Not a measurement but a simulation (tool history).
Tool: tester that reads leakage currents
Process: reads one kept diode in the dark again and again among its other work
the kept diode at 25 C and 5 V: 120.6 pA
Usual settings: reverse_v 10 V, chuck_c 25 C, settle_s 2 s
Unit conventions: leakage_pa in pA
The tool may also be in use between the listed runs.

run   hour  reverse_v  chuck_c  settle_s  leakage_pa
  1      0         10       25         2      194.03
  2   24.4         10       25         2      194.28
  3   41.3         10       25         2      193.87
  4   59.8         10       25         2      195.06
  5   79.2         10       25         2      194.57
      83.7  -- tester calibrated
  6  103.6       12.2       25         2      218.96
  7  118.4       11.3       56      1.53     2584.07
  8  151.2       11.3       56      1.53     2586.97
  9  181.6       11.3       56      1.53     2599.11
 10  210.3       11.3       56      1.53     2581.16
       235  -- tester calibrated, once more
 11  235.5       11.3       56      1.53     2597.38
 12  262.5       11.3       48      0.37     1440.53

Predict each of these 3 candidate next runs independently; none follows another, all start after run 12:
  A  288.9        2.5       59      5.69           ?
  B  288.9        3.5       35      3.29           ?
  C  288.9        2.4       49      3.14           ?

run  leakage_pa
  A     1370.14
  B      256.48
  C      638.81
Had the tool no hidden state, the same runs would have come out as:
run  leakage_pa
  A      1276.4
  B      236.12
  C       592.4

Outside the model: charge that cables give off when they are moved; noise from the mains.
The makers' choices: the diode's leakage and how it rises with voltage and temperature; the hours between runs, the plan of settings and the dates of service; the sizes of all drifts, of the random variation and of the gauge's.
